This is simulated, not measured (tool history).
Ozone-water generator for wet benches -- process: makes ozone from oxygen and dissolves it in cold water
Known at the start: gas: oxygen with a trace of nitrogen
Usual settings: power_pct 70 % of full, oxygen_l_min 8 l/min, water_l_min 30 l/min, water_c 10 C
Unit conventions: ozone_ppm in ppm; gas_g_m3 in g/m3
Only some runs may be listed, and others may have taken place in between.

| run | hour | power_pct | oxygen_l_min | water_l_min | water_c | ozone_ppm | gas_g_m3 |
|---|---|---|---|---|---|---|---|
| 1 | 0 | 70 | 8 | 30 | 10 | 20.7 | 152.7 |
| 2 | 97.4 | 91 | 8 | 30 | 10 | 25.9 | 192.5 |
| 3 | 207.7 | 70 | 8 | 30 | 10 | 20.7 | 152.8 |
| 4 | 319.2 | 93 | 8 | 30 | 10 | 26.2 | 194 |
| 5 | 434.4 | 93 | 8 | 30 | 10 | 26.3 | 193.2 |
| 6 | 505.7 | 93 | 8 | 30 | 10 | 26 | 192.2 |
| 7 | 561.5 | 93 | 8 | 30 | 10 | 26.2 | 192.4 |
| 8 | 668.3 | 93 | 8 | 30 | 10 | 25.7 | 191.2 |
|  | 679 | water thermometer calibrated |
| 9 | 746.6 | 93 | 8 | 30 | 10 | 25.6 | 192.5 |
| 10 | 840.6 | 93 | 8 | 42 | 9 | 19.4 | 191 |
| 11 | 928.9 | 44 | 14.34 | 30 | 13 | 12.9 | 74.7 |

Run 12 comes next. What will it give?
| 12 | 981.1 | 88 | 9.88 | 30 | 11 | ? | ? |

{"run 12": {"ozone_ppm": 24.3, "gas_g_m3": 165.4}}
On a tool with no hidden condition, and with the same random variation, this run would have come out at ozone_ppm 27.3 ppm, gas_g_m3 179.3 g/m3.
